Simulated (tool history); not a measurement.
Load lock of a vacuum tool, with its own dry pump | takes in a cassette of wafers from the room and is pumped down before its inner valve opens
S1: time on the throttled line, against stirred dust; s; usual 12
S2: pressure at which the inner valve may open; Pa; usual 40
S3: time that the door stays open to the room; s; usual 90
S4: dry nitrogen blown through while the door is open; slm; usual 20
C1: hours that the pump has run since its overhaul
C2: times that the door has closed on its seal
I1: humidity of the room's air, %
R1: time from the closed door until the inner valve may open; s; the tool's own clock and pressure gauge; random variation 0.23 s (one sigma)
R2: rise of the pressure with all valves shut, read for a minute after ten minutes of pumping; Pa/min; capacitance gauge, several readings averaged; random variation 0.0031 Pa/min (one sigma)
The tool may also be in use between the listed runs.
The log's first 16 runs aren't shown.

run,hour,S1,S2,S3,S4,C1,C2,I1,R1,R2
17,2280.6,12,34,90,20,3239,14048,44.2,22.7,0.173
18,2447.2,12,40,34,20,3406,14368,46.5,22.3,0.158
19,2533.9,12,40,90,20,3493,14535,43.9,22.4,0.174
20,2712.9,12,51,90,20,3672,14879,44.9,21.8,0.181
21,2806.4,12,54,26,5,3765,15059,44.0,22.2,0.165
22,2949.4,12,54,26,5,3908,15334,47.1,21.9,0.165
23,3065.8,12,44,90,15,4025,15558,48.3,22.3,0.201
24,3186.4,12,39,195,20,4145,15790,45.7,22.3,0.238
25,3311.2,12,39,195,20,4270,16030,46.6,22.8,0.239
26,3397.4,12,39,195,20,4356,16196,49.5,22.6,0.247
27,3505.8,12,58,92,20,4465,16404,43.2,21.7,0.202
28,3618.4,12,58,92,20,4577,16621,43.4,22.1,0.203
29,3731.5,8,40,90,10,4690,16838,43.2,19.7,0.214
30,3905.8,8,40,90,10,4865,17174,44.8,19.6,0.226

Run 31 comes next. What will it give?
31,4030.1,13,40,64,10,4989,17413,45.1,?,?

R1: 23.5 s
R2: 0.217 Pa/min
Without the tool's hidden state the same run would have given R1 22.8 s, R2 0.056 Pa/min.

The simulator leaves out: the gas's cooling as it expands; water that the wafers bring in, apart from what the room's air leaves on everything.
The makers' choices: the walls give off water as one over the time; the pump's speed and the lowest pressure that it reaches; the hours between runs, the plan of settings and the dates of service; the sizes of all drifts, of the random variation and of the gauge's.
